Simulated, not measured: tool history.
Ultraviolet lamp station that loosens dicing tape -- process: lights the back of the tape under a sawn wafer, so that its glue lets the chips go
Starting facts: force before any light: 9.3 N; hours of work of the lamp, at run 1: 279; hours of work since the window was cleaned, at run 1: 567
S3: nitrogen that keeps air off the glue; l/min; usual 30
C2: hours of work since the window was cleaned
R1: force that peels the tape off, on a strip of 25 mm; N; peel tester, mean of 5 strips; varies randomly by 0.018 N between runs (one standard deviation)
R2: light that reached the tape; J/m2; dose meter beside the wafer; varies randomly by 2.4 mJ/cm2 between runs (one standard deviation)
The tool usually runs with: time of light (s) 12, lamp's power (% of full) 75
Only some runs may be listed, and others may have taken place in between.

Run 1, hour 0: usual settings; hours of work of the lamp 279; C2 567. Result: R1 1.23 N, R2 2230 J/m2.
Run 2, hour 26.9: usual settings; hours of work of the lamp 292; C2 580. Result: R1 1.347 N, R2 2180 J/m2.
Run 3, hour 79.8: usual settings; hours of work of the lamp 318; C2 605. Result: R1 1.326 N, R2 2160 J/m2.
Run 4, hour 125: usual settings but lamp's power (% of full) 76; hours of work of the lamp 339; C2 627. Result: R1 1.309 N, R2 2200 J/m2.
Run 5, hour 161.7: usual settings; hours of work of the lamp 357; C2 644. Result: R1 1.364 N, R2 2110 J/m2.
Run 6, hour 188.7: usual settings; hours of work of the lamp 370; C2 657. Result: R1 1.387 N, R2 2110 J/m2.
Run 7, hour 238.2: usual settings but time of light (s) 6; hours of work of the lamp 393; C2 681. Result: R1 3.591 N, R2 1010 J/m2.
At hour 258.2: window cleaned of glue's vapour.
Run 8, hour 284.6: usual settings; hours of work of the lamp 415; C2 13. Result: R1 1.268 N, R2 2220 J/m2.
Run 9, hour 334: usual settings; hours of work of the lamp 439; C2 36. Result: R1 1.279 N, R2 2200 J/m2.
Run 10, hour 384.6: usual settings; hours of work of the lamp 463; C2 60. Result: R1 1.347 N, R2 2190 J/m2.
Run 11, hour 413.2: usual settings but S3 24 l/min; hours of work of the lamp 476; C2 74. Result: R1 1.508 N, R2 2140 J/m2.
Run 12, hour 461.3: usual settings but S3 24 l/min; hours of work of the lamp 499; C2 97. Result: R1 1.53 N, R2 2150 J/m2.
Run 13, hour 509: usual settings but S3 24 l/min; hours of work of the lamp 522; C2 120. Result: R1 1.59 N, R2 2120 J/m2.
Run 14, hour 559.4: usual settings but time of light (s) 13, S3 24 l/min; hours of work of the lamp 546; C2 144. Result: R1 1.407 N, R2 2240 J/m2.
Run 15, hour 614.9: usual settings but time of light (s) 13, S3 24 l/min; hours of work of the lamp 573; C2 170. Result: R1 1.408 N, R2 2190 J/m2.
Run 16, hour 646.4: usual settings; hours of work of the lamp 588; C2 185. Result: R1 1.54 N, R2 2010 J/m2.
Run 17, hour 677.8: usual settings; hours of work of the lamp 603; C2 200. Result: R1 1.481 N, R2 2040 J/m2.
Run 18, hour 720.1: usual settings but time of light (s) 18; hours of work of the lamp 623; C2 220. Result: R1 0.663 N, R2 3010 J/m2.
Run 19, hour 771.7: usual settings but time of light (s) 18; hours of work of the lamp 648; C2 245. Result: R1 0.684 N, R2 2990 J/m2.
Run 20, hour 811.6: usual settings but time of light (s) 18; hours of work of the lamp 667; C2 264. Result: R1 0.725 N, R2 2910 J/m2.
Run 21, hour 851.3: usual settings but time of light (s) 9; hours of work of the lamp 686; C2 283. Result: R1 2.474 N, R2 1430 J/m2.
Run 22, hour 903.9: usual settings but lamp's power (% of full) 85, S3 43 l/min; hours of work of the lamp 711; C2 308. Result: R1 1.155 N, R2 2150 J/m2.
Run 23, hour 932: usual settings but time of light (s) 21, lamp's power (% of full) 80, S3 12 l/min; hours of work of the lamp 724; C2 322. Result: R1 0.841 N, R2 3510 J/m2.
Run 24, hour 970.7: usual settings but time of light (s) 10, lamp's power (% of full) 66, S3 58 l/min; hours of work of the lamp 743; C2 340. Result: R1 2.299 N, R2 1330 J/m2.
Run 25, hour 1008.2: usual settings but time of light (s) 10, lamp's power (% of full) 62, S3 58 l/min; hours of work of the lamp 760; C2 358. Result: R1 2.479 N, R2 1260 J/m2.
Run 26, hour 1058.6: usual settings but time of light (s) 14, lamp's power (% of full) 70, S3 34 l/min; hours of work of the lamp 785; C2 382. Result: R1 1.536 N, R2 1960 J/m2.
Run 27, hour 1083.5: usual settings but time of light (s) 16, lamp's power (% of full) 81, S3 10 l/min; hours of work of the lamp 796; C2 394. Result: R1 1.67 N, R2 2570 J/m2.
Run 28, hour 1121.1: usual settings but time of light (s) 6, lamp's power (% of full) 64; hours of work of the lamp 814; C2 412. Result: R1 4.668 N, R2 760 J/m2.
Run 29, hour 1176.9: usual settings but time of light (s) 6, lamp's power (% of full) 81, S3 33 l/min; hours of work of the lamp 841; C2 439. Result: R1 3.957 N, R2 920 J/m2.
Run 30, hour 1227.6: usual settings but time of light (s) 6, lamp's power (% of full) 81, S3 33 l/min; hours of work of the lamp 865; C2 463. Result: R1 4.044 N, R2 930 J/m2.
Run 31, hour 1265.2: usual settings but time of light (s) 6, lamp's power (% of full) 81, S3 33 l/min; hours of work of the lamp 883; C2 481. Result: R1 4.153 N, R2 900 J/m2.
Run 32, hour 1314.8: usual settings but lamp's power (% of full) 97, S3 23 l/min; hours of work of the lamp 907; C2 504. Result: R1 1.556 N, R2 2120 J/m2.
Run 33, hour 1367.5: usual settings but lamp's power (% of full) 69, S3 18 l/min; hours of work of the lamp 932; C2 530. Result: R1 2.88 N, R2 1470 J/m2.
Run 34, hour 1396.1: usual settings but lamp's power (% of full) 98, S3 18 l/min; hours of work of the lamp 946; C2 543. Result: R1 1.742 N, R2 2100 J/m2.
Run 35, hour 1434: usual settings but time of light (s) 15, lamp's power (% of full) 82; hours of work of the lamp 964; C2 561. Result: R1 1.272 N, R2 2240 J/m2.
Run 36, hour 1462: usual settings but time of light (s) 11, S3 17 l/min; hours of work of the lamp 977; C2 575. Result: R1 2.928 N, R2 1470 J/m2.
Run 37, hour 1501.8: usual settings but time of light (s) 11, S3 17 l/min; hours of work of the lamp 996; C2 594. Result: R1 3.036 N, R2 1450 J/m2.
At hour 1524.5: lamp changed.
Run 38, hour 1549.4: usual settings but time of light (s) 11, S3 17 l/min; hours of work of the lamp 12; C2 616. Result: R1 1.654 N, R2 2160 J/m2.
Run 39, hour 1597.3: usual settings but time of light (s) 18, lamp's power (% of full) 94, S3 32 l/min; hours of work of the lamp 35; C2 639. Result: R1 0.209 N, R2 4550 J/m2.
Run 40, hour 1628.1: usual settings but time of light (s) 18, lamp's power (% of full) 94, S3 32 l/min; hours of work of the lamp 49; C2 653. Result: R1 0.209 N, R2 4480 J/m2.

3 ways to go on from here, each from the tool as it stands after run 40. What would each give?
Run A, hour 1654: usual settings but lamp's power (% of full) 65; hours of work of the lamp 62; C2 666. Result: R1 ?, R2 ?.
Run B, hour 1654: usual settings but time of light (s) 20, lamp's power (% of full) 86, S3 41 l/min; hours of work of the lamp 62; C2 666. Result: R1 ?, R2 ?.
Run C, hour 1654: usual settings but time of light (s) 19, lamp's power (% of full) 60, S3 48 l/min; hours of work of the lamp 62; C2 666. Result: R1 ?, R2 ?.

run     R1    R2
  A  1.461  2090
  B   0.18  4490
  C  0.504  3020
Stripped of hidden state, with their random variation kept, the same runs would have yielded:
run     R1    R2
  A  1.182  2330
  B  0.137  5030
  C  0.373  3380
